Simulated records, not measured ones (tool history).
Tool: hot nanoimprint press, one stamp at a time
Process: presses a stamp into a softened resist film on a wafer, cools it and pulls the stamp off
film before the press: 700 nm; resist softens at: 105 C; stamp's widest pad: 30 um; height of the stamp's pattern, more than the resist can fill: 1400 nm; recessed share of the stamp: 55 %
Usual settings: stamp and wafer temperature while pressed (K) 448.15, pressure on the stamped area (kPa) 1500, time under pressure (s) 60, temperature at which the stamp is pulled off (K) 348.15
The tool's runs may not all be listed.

run,hour,stamp and wafer temperature while pressed (K),pressure on the stamped area (kPa),time under pressure (s),temperature at which the stamp is pulled off (K),resist left under the stamp's widest pad (nm),greatest force while the stamp is pulled off (N)
1,0,448.15,1500,60,348.15,383.3,242
2,11.1,448.15,1500,60,348.15,382.3,240
# hour 25.8: stamp cleaned and given a new release coat
3,27.2,448.15,1500,60,348.15,381.7,196
4,36.3,448.15,1500,60,348.15,382.2,199
5,49.1,448.15,1500,76,348.15,351.3,198
6,57.8,456.15,1500,60,348.15,247.4,203
7,64.2,448.15,1500,60,348.15,382.6,202
8,74.6,448.15,1500,60,348.15,380.4,199
9,85.8,452.15,1500,60,348.15,306.7,200
10,97.2,448.15,1500,55,348.15,394,205
11,104,448.15,1500,55,348.15,391,206
12,115.4,448.15,1500,60,348.15,379.9,204
13,121.3,448.15,1500,60,348.15,378.8,206
# hour 130: plate thermocouple calibrated
14,130.2,448.15,1500,60,348.15,402.4,207
15,143.4,448.15,1500,60,348.15,399.8,208
16,156,440.15,1500,40,348.15,592.5,209
17,166.2,440.15,1950,40,348.15,566.7,216
18,178.2,442.15,1310,39,335.15,577.4,233
19,189.4,442.15,940,39,351.15,606.5,210
20,201,442.15,940,39,351.15,600.7,209
21,207.1,442.15,940,39,351.15,605.5,211
22,218.9,442.15,1900,39,349.15,540.1,218
23,229.2,440.15,1440,60,348.15,555.3,215
24,236.1,450.15,2090,111,335.15,244.8,238
25,247.6,450.15,2090,111,335.15,244.1,238
26,260.4,448.15,1500,60,347.15,396.8,220
27,272.1,448.15,1500,76,350.15,366.4,221
28,285,438.15,1390,76,350.15,569,216
29,297.8,446.15,1500,98,335.15,368,246

Forecast each of these 4 alternatives for the next run:
A,305.1,458.15,1500,98,335.15,?,?
B,305.1,448.15,1200,89,352.15,?,?
C,305.1,448.15,1500,33,338.15,?,?
D,305.1,448.15,1070,95,341.15,?,?

run,resist left under the stamp's widest pad (nm),greatest force while the stamp is pulled off (N)
A,182.5,248
B,373.5,217
C,477,246
D,378.5,235
Without the tool's hidden state the same runs would have given:
run,resist left under the stamp's widest pad (nm),greatest force while the stamp is pulled off (N)
A,187,219
B,382.2,192
C,484.9,217
D,387.4,208
